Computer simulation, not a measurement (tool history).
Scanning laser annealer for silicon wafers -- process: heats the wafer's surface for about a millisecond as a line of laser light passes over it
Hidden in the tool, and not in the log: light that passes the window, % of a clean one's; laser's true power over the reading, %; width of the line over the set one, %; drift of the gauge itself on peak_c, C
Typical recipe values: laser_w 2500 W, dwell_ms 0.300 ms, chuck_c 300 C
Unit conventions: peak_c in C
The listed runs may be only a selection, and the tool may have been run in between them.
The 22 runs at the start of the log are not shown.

run    hour  laser_w  dwell_ms  chuck_c  hours of work since the window was cleaned  hours of work since the power meter was calibrated  hours of work since the optics were aligned  peak_c
     1398.0  -- laser's power meter calibrated, once more
 23  1420.5     2500     0.341      300                                         160                                                  12                                          230    1170
 24  1457.1     2500     0.341      300                                         180                                                  32                                          250    1170
 25  1545.4     2500     0.341      300                                         228                                                  80                                          298    1166
 26  1605.5     2500     0.341      300                                         261                                                 113                                          331    1166
 27  1666.5     2500     0.341      300                                         294                                                 146                                          364    1164
 28  1745.0     2721     0.341      277                                         337                                                 189                                          407    1212
 29  1790.8     2721     0.341      277                                         362                                                 214                                          432    1210
 30  1836.9     2530     0.356      340                                         387                                                 239                                          457    1235
 31  1902.2     2308     0.228      340                                         422                                                 274                                          492     990
 32  1940.9     2346     0.326      325                                         443                                                 295                                          513    1120
 33  1990.7     2554     0.229      273                                         471                                                 323                                          541     988
 34  2056.1     2200     0.225      300                                         506                                                 358                                          576     913
 35  2107.4     2500     0.217      336                                         534                                                 386                                          604    1017
 36  2154.8     2500     0.217      336                                         560                                                 412                                          630    1018
 37  2244.0     2500     0.267      300                                         608                                                 460                                          678    1056
 38  2300.8     2500     0.267      300                                         639                                                 491                                          709    1056
 39  2357.7     2671     0.300      300                                         670                                                 522                                          740    1150
 40  2407.7     2671     0.300      300                                         697                                                 549                                          767    1153
     2415.9  -- window over the wafer cleaned
 41  2459.1     2336     0.302      275                                          24                                                 576                                          794    1039

Alternative continuations, all from the tool just after run 41; predict every row:
  A  2540.0     2482     0.314      268                                          68                                                 620                                          838       ?
  B  2540.0     2453     0.302      327                                          68                                                 620                                          838       ?
  C  2540.0     2336     0.343      275                                          68                                                 620                                          838       ?

run  peak_c
  A    1094
  B    1124
  C    1091
Without the tool's hidden state the same runs would have given:
run  peak_c
  A    1104
  B    1134
  C    1101
